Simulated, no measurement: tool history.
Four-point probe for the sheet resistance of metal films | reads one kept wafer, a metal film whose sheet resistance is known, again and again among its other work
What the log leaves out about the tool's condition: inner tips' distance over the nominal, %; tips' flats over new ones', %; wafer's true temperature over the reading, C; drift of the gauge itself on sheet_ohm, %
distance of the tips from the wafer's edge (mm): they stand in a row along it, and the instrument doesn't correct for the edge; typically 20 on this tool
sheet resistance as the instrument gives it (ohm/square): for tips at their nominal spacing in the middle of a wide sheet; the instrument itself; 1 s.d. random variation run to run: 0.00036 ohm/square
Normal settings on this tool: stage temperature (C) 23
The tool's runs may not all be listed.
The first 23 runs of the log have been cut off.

| run | hour | stage temperature (C) | distance of the tips from the wafer's edge (mm) | touches since the probe head was changed | hours of work since the stage's thermometer was calibrated | sheet resistance as the instrument gives it (ohm/square) |
|---|---|---|---|---|---|---|
| 24 | 640.2 | 32 | 42 | 39936 | 2253 | 1.812734 |
| 25 | 673.1 | 29 | 3 | 40666 | 2266 | 1.964568 |
| 26 | 698.4 | 18 | 35 | 41228 | 2277 | 1.788145 |
| 27 | 736.0 | 18 | 35 | 42062 | 2292 | 1.788882 |
| 28 | 761.2 | 18 | 35 | 42622 | 2302 | 1.787897 |
| 29 | 787.7 | 24 | 5 | 43211 | 2313 | 1.858166 |
| 30 | 822.9 | 19 | 12 | 43993 | 2327 | 1.800499 |
| 31 | 841.5 | 19 | 13 | 44406 | 2335 | 1.798558 |
| 32 | 862.4 | 30 | 73 | 44870 | 2343 | 1.808769 |
| 33 | 891.3 | 29 | 38 | 45511 | 2355 | 1.808650 |
| 34 | 925.2 | 20 | 9 | 46264 | 2369 | 1.810788 |
| 35 | 947.8 | 28 | 53 | 46766 | 2378 | 1.806268 |
| 36 | 965.1 | 28 | 53 | 47152 | 2385 | 1.805751 |
| 37 | 997.7 | 18 | 52 | 47875 | 2398 | 1.788015 |
| 38 | 1034.8 | 26 | 68 | 48698 | 2413 | 1.802549 |
|  | 1037.3 | stage's thermometer calibrated |
| 39 | 1051.9 | 27 | 10 | 49067 | 6 | 1.821975 |
| 40 | 1078.9 | 27 | 45 | 49667 | 17 | 1.807070 |
| 41 | 1095.9 | 20 | 20 | 50044 | 24 | 1.797997 |
| 42 | 1131.4 | 20 | 20 | 50833 | 38 | 1.797935 |
| 43 | 1159.9 | 20 | 20 | 51467 | 50 | 1.797643 |
| 44 | 1186.0 | 30 | 9 | 52045 | 60 | 1.831099 |

Consider 3 possible next runs. They are alternatives, not a sequence: every one starts from the tool as it was left by run 44. What does each give?
| A | 1210.9 | 23 | 10 | 52599 | 70 | ? |
| B | 1210.9 | 22 | 9 | 52599 | 70 | ? |
| C | 1210.9 | 27 | 35 | 52599 | 70 | ? |

| run | sheet resistance as the instrument gives it (ohm/square) |
|---|---|
| A | 1.814139 |
| B | 1.815805 |
| C | 1.808554 |
With no hidden state in the tool, these same runs would have given:
| run | sheet resistance as the instrument gives it (ohm/square) |
|---|---|
| A | 1.804839 |
| B | 1.806498 |
| C | 1.799276 |
